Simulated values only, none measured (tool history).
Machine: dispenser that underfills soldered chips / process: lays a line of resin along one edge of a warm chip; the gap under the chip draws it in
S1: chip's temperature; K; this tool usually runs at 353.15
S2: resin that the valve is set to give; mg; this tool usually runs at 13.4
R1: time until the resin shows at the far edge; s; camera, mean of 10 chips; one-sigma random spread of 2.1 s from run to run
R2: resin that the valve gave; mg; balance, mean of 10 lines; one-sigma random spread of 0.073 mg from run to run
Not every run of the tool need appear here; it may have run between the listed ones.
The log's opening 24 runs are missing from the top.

run    day      S1    S2     R1     R2
     6.546  -- new syringe of resin
 25  6.817  343.15  14.9  395.3  13.65
     6.938  -- new syringe of resin
 26  7.179  340.15  12.9  439.2  11.87
     7.333  -- new syringe of resin
 27   7.35  346.15  15.2  265.8  13.86
 28  7.546  358.15  16.1  192.5  14.74
     7.738  -- dispensing valve cleaned and set on the balance
     7.771  -- new syringe of resin
 29  7.879  358.15  16.1  171.7  16.16
     8.171  -- new syringe of resin
 30  8.179  339.15  13.6  373.8  13.54
 31  8.542  343.15  14.3  438.6  14.15
     8.583  -- new syringe of resin
 32  8.917  340.15  15.1  483.4  14.85
         9  -- new syringe of resin
 33  9.229  358.15    15  202.2  14.73
     9.408  -- new syringe of resin
 34  9.471  348.15  13.3  253.4  13.06

3 options for the next run, each taken on its own from the tool as it stands now. Forecast them:
  A  9.733  345.15    15   ?   ?
  B  9.733  353.15  15.5   ?   ?
  C  9.733  347.15  16.8   ?   ?

run     R1     R2
  A  371.6  14.62
  B  260.6  15.27
  C  339.1  16.28
Stripped of hidden state, with their random variation kept, the same runs would have yielded:
run     R1     R2
  A  297.2  14.98
  B  207.7  15.63
  C  271.3  16.68

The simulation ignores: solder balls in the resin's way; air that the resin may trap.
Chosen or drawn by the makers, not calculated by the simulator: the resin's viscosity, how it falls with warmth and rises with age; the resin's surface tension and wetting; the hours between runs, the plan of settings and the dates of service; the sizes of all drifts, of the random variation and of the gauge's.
